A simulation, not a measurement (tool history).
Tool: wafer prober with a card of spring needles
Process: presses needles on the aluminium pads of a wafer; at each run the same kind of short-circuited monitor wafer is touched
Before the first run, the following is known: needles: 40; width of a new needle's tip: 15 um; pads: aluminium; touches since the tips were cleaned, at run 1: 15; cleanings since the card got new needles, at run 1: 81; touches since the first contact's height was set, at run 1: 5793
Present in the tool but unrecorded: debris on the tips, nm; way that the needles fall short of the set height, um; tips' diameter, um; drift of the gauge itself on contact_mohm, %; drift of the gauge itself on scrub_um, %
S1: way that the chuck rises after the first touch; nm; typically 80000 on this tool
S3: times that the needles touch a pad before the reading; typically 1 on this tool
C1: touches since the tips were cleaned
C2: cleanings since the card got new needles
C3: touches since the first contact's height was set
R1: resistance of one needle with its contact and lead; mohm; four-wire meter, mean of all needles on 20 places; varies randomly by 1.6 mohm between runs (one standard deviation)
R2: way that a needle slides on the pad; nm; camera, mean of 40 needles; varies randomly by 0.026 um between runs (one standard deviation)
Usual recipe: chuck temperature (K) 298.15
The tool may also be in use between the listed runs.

{"run": 1, "hour": 0.0, "S1": 80000, "chuck temperature (K)": 298.15, "S3": 1, "C1": 15, "C2": 81, "C3": 5793, "R1": 156, "R2": 13600}
{"hour": 6.3, "done": "tips cleaned on abrasive film"}
{"hour": 12.0, "done": "tips cleaned on abrasive film"}
{"run": 2, "hour": 14.2, "S1": 80000, "chuck temperature (K)": 298.15, "S3": 1, "C1": 879, "C2": 83, "C3": 11543, "R1": 174, "R2": 13570}
{"hour": 18.3, "done": "tips cleaned on abrasive film"}
{"run": 3, "hour": 23.2, "S1": 80000, "chuck temperature (K)": 298.15, "S3": 1, "C1": 2039, "C2": 84, "C3": 15236, "R1": 194, "R2": 13570}
{"hour": 24.3, "done": "tips cleaned on abrasive film"}
{"hour": 30.4, "done": "tips cleaned on abrasive film"}
{"hour": 37.1, "done": "tips cleaned on abrasive film"}
{"run": 4, "hour": 40.3, "S1": 80000, "chuck temperature (K)": 298.15, "S3": 1, "C1": 1281, "C2": 87, "C3": 22124, "R1": 182, "R2": 13550}
{"hour": 44.1, "done": "tips cleaned on abrasive film"}
{"run": 5, "hour": 49.3, "S1": 80000, "chuck temperature (K)": 298.15, "S3": 1, "C1": 2144, "C2": 88, "C3": 25809, "R1": 195, "R2": 13520}
{"hour": 50.8, "done": "tips cleaned on abrasive film"}
{"hour": 57.3, "done": "tips cleaned on abrasive film"}
{"hour": 64.0, "done": "tips cleaned on abrasive film"}
{"hour": 70.6, "done": "tips cleaned on abrasive film"}
{"run": 6, "hour": 71.1, "S1": 80000, "chuck temperature (K)": 298.15, "S3": 3, "C1": 235, "C2": 92, "C3": 34640, "R1": 154, "R2": 13530}
{"hour": 76.6, "done": "tips cleaned on abrasive film"}
{"run": 7, "hour": 80.8, "S1": 80000, "chuck temperature (K)": 298.15, "S3": 2, "C1": 1723, "C2": 93, "C3": 38588, "R1": 175, "R2": 13510}
{"hour": 83.7, "done": "tips cleaned on abrasive film"}
{"hour": 90.3, "done": "tips cleaned on abrasive film"}
{"hour": 97.2, "done": "tips cleaned on abrasive film"}
{"run": 8, "hour": 100.5, "S1": 80000, "chuck temperature (K)": 298.15, "S3": 1, "C1": 1372, "C2": 96, "C3": 46568, "R1": 178, "R2": 13470}
{"hour": 103.1, "done": "tips cleaned on abrasive film"}
{"hour": 109.5, "done": "tips cleaned on abrasive film"}
{"hour": 116.6, "done": "tips cleaned on abrasive film"}
{"run": 9, "hour": 118.8, "S1": 80000, "chuck temperature (K)": 298.15, "S3": 1, "C1": 919, "C2": 99, "C3": 53979, "R1": 172, "R2": 13500}
{"hour": 123.5, "done": "tips cleaned on abrasive film"}
{"hour": 130.2, "done": "tips cleaned on abrasive film"}
{"hour": 136.8, "done": "tips cleaned on abrasive film"}
{"run": 10, "hour": 137.2, "S1": 80000, "chuck temperature (K)": 298.15, "S3": 2, "C1": 153, "C2": 102, "C3": 61419, "R1": 155, "R2": 13420}
{"hour": 138.9, "done": "height of the first contact set anew"}
{"hour": 143.2, "done": "tips cleaned on abrasive film"}
{"hour": 150.3, "done": "tips cleaned on abrasive film"}
{"hour": 156.1, "done": "tips cleaned on abrasive film"}
{"run": 11, "hour": 156.1, "S1": 80000, "chuck temperature (K)": 298.15, "S3": 1, "C1": 0, "C2": 105, "C3": 6986, "R1": 156, "R2": 13270}
{"hour": 162.0, "done": "tips cleaned on abrasive film"}
{"hour": 168.2, "done": "tips cleaned on abrasive film"}
{"run": 12, "hour": 171.3, "S1": 80000, "chuck temperature (K)": 298.15, "S3": 2, "C1": 1285, "C2": 107, "C3": 13143, "R1": 166, "R2": 13240}
{"hour": 174.0, "done": "tips cleaned on abrasive film"}
{"hour": 180.4, "done": "tips cleaned on abrasive film"}
{"hour": 186.5, "done": "tips cleaned on abrasive film"}
{"run": 13, "hour": 190.2, "S1": 80000, "chuck temperature (K)": 298.15, "S3": 2, "C1": 1496, "C2": 110, "C3": 20798, "R1": 171, "R2": 13240}
{"hour": 192.8, "done": "tips cleaned on abrasive film"}
{"hour": 199.6, "done": "tips cleaned on abrasive film"}
{"hour": 205.8, "done": "tips cleaned on abrasive film"}
{"run": 14, "hour": 208.8, "S1": 80000, "chuck temperature (K)": 298.15, "S3": 1, "C1": 1233, "C2": 113, "C3": 28339, "R1": 178, "R2": 13310}
{"hour": 211.6, "done": "tips cleaned on abrasive film"}
{"hour": 217.8, "done": "tips cleaned on abrasive film"}
{"run": 15, "hour": 222.8, "S1": 77000, "chuck temperature (K)": 300.15, "S3": 1, "C1": 2041, "C2": 115, "C3": 34031, "R1": 197, "R2": 12720}
{"hour": 224.1, "done": "tips cleaned on abrasive film"}
{"hour": 229.4, "done": "height of the first contact set anew, once more"}
{"hour": 230.9, "done": "tips cleaned on abrasive film"}
{"run": 16, "hour": 232.4, "S1": 77000, "chuck temperature (K)": 300.15, "S3": 1, "C1": 625, "C2": 117, "C3": 1203, "R1": 168, "R2": 13070}
{"hour": 236.7, "done": "tips cleaned on abrasive film"}
{"hour": 242.5, "done": "tips cleaned on abrasive film"}
{"hour": 249.5, "done": "tips cleaned on abrasive film"}
{"run": 17, "hour": 249.5, "S1": 77000, "chuck temperature (K)": 298.15, "S3": 2, "C1": 0, "C2": 120, "C3": 8122, "R1": 153, "R2": 13070}
{"hour": 255.9, "done": "tips cleaned on abrasive film"}
{"hour": 262.6, "done": "tips cleaned on abrasive film"}
{"run": 18, "hour": 266.7, "S1": 67000, "chuck temperature (K)": 310.15, "S3": 2, "C1": 1687, "C2": 122, "C3": 15114, "R1": 181, "R2": 11320}
{"hour": 269.5, "done": "tips cleaned on abrasive film"}
{"hour": 275.9, "done": "tips cleaned on abrasive film"}
{"hour": 281.6, "done": "tips cleaned on abrasive film"}
{"hour": 288.4, "done": "tips cleaned on abrasive film"}
{"run": 19, "hour": 288.5, "S1": 88000, "chuck temperature (K)": 375.15, "S3": 2, "C1": 40, "C2": 126, "C3": 23936, "R1": 166, "R2": 14880}
{"hour": 294.6, "done": "tips cleaned on abrasive film"}
{"hour": 301.2, "done": "tips cleaned on abrasive film"}
{"run": 20, "hour": 306.4, "S1": 87000, "chuck temperature (K)": 361.15, "S3": 2, "C1": 2176, "C2": 128, "C3": 31243, "R1": 181, "R2": 14730}
{"hour": 307.9, "done": "tips cleaned on abrasive film"}
{"hour": 315.0, "done": "tips cleaned on abrasive film"}
{"hour": 321.8, "done": "tips cleaned on abrasive film"}
{"run": 21, "hour": 326.7, "S1": 88000, "chuck temperature (K)": 308.15, "S3": 1, "C1": 1985, "C2": 131, "C3": 39446, "R1": 187, "R2": 14830}
{"hour": 327.7, "done": "tips cleaned on abrasive film"}
{"hour": 333.4, "done": "tips cleaned on abrasive film"}
{"hour": 339.3, "done": "tips cleaned on abrasive film"}
{"hour": 345.6, "done": "tips cleaned on abrasive film"}
{"run": 22, "hour": 346.3, "S1": 68000, "chuck temperature (K)": 302.15, "S3": 1, "C1": 279, "C2": 135, "C3": 47359, "R1": 168, "R2": 11440}
{"hour": 351.6, "done": "tips cleaned on abrasive film"}
{"hour": 358.2, "done": "tips cleaned on abrasive film"}
{"hour": 364.2, "done": "tips cleaned on abrasive film"}
{"run": 23, "hour": 365.7, "S1": 93000, "chuck temperature (K)": 302.15, "S3": 1, "C1": 634, "C2": 138, "C3": 55235, "R1": 166, "R2": 15660}
{"hour": 370.9, "done": "tips cleaned on abrasive film"}
{"hour": 377.4, "done": "tips cleaned on abrasive film"}
{"run": 24, "hour": 380.7, "S1": 80000, "chuck temperature (K)": 332.15, "S3": 3, "C1": 1346, "C2": 140, "C3": 61336, "R1": 167, "R2": 13380}
{"hour": 383.3, "done": "tips cleaned on abrasive film"}
{"hour": 390.0, "done": "tips cleaned on abrasive film"}
{"run": 25, "hour": 391.7, "S1": 61000, "chuck temperature (K)": 298.15, "S3": 2, "C1": 677, "C2": 142, "C3": 65770, "R1": 172, "R2": 10200}
{"hour": 395.8, "done": "tips cleaned on abrasive film"}
{"hour": 402.0, "done": "tips cleaned on abrasive film"}
{"hour": 409.1, "done": "tips cleaned on abrasive film"}
{"run": 26, "hour": 410.2, "S1": 66000, "chuck temperature (K)": 323.15, "S3": 2, "C1": 471, "C2": 145, "C3": 73293, "R1": 168, "R2": 10970}
{"hour": 415.1, "done": "tips cleaned on abrasive film"}
{"hour": 421.3, "done": "tips cleaned on abrasive film"}
{"hour": 427.5, "done": "tips cleaned on abrasive film"}
{"run": 27, "hour": 427.5, "S1": 66000, "chuck temperature (K)": 323.15, "S3": 2, "C1": 0, "C2": 148, "C3": 80284, "R1": 157, "R2": 10990}
{"hour": 434.5, "done": "tips cleaned on abrasive film"}
{"hour": 440.2, "done": "tips cleaned on abrasive film"}
{"run": 28, "hour": 440.9, "S1": 66000, "chuck temperature (K)": 323.15, "S3": 2, "C1": 301, "C2": 150, "C3": 85726, "R1": 169, "R2": 10960}

Alternative continuations, all from the tool just after run 28; predict every row:
{"hour": 446.1, "done": "tips cleaned on abrasive film"}
{"hour": 452.0, "done": "tips cleaned on abrasive film"}
{"run": "A", "hour": 453.5, "S1": 80000, "chuck temperature (K)": 357.15, "S3": 3, "C1": 614, "C2": 152, "C3": 90805, "R1": "?", "R2": "?"}
{"hour": 446.1, "done": "tips cleaned on abrasive film"}
{"hour": 452.0, "done": "tips cleaned on abrasive film"}
{"run": "B", "hour": 453.5, "S1": 84000, "chuck temperature (K)": 320.15, "S3": 1, "C1": 614, "C2": 152, "C3": 90805, "R1": "?", "R2": "?"}
{"hour": 446.1, "done": "tips cleaned on abrasive film"}
{"hour": 452.0, "done": "tips cleaned on abrasive film"}
{"run": "C", "hour": 453.5, "S1": 67000, "chuck temperature (K)": 323.15, "S3": 1, "C1": 614, "C2": 152, "C3": 90805, "R1": "?", "R2": "?"}
{"hour": 446.1, "done": "tips cleaned on abrasive film"}
{"hour": 452.0, "done": "tips cleaned on abrasive film"}
{"run": "D", "hour": 453.5, "S1": 65000, "chuck temperature (K)": 388.15, "S3": 1, "C1": 614, "C2": 152, "C3": 90805, "R1": "?", "R2": "?"}

run=A R1=165 R2=13330
run=B R1=168 R2=13990
run=C R1=181 R2=11090
run=D R1=187 R2=10810
Had the tool no hidden state, the same runs would have come out as:
run=A R1=159 R2=13610
run=B R1=153 R2=14270
run=C R1=159 R2=11360
run=D R1=166 R2=11090
